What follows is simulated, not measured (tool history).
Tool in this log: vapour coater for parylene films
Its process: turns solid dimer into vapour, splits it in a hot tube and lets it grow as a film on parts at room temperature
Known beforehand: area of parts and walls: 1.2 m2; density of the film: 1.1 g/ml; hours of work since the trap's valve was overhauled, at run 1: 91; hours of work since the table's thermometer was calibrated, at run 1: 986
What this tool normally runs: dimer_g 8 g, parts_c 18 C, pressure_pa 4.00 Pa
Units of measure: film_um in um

run	hour	dimer_g	parts_c	pressure_pa	hours of work since the trap's valve was overhauled	hours of work since the table's thermometer was calibrated	film_um
1	0.0	8	18	4.00	91	986	3.84
2	37.5	8	18	4.00	115	1010	3.89
3	63.2	8	18	4.00	131	1026	3.87
4	101.4	8	18	4.00	155	1050	3.86
5	147.1	8	18	4.01	184	1079	3.82
6	177.4	8	18	4.00	203	1099	3.82
7	219.2	8	18	4.00	230	1125	3.78
8	248.3	8	18	4.00	249	1144	3.80
9	273.8	8	18	4.00	265	1160	3.72
10	297.6	8	17	4.00	280	1175	3.89
11	334.2	8	18	4.64	303	1198	3.66
12	352.7	8	18	2.05	315	1210	4.00
13	376.8	8	18	2.05	330	1225	4.00
14	407.6	4	18	4.00	350	1245	1.84
15	451.8	8	18	4.00	378	1273	3.79
# hour 473.0: trap's valve overhauled
16	488.1	8	18	4.00	10	1293	3.99

What does the tool deliver on the next run?
17	508.8	11	18	4.00	23	1307	?

Run 17 produced film_um 5.43 um.
With the hidden condition absent and the run-to-run variation left alone, this run would have shown film_um 5.33 um.
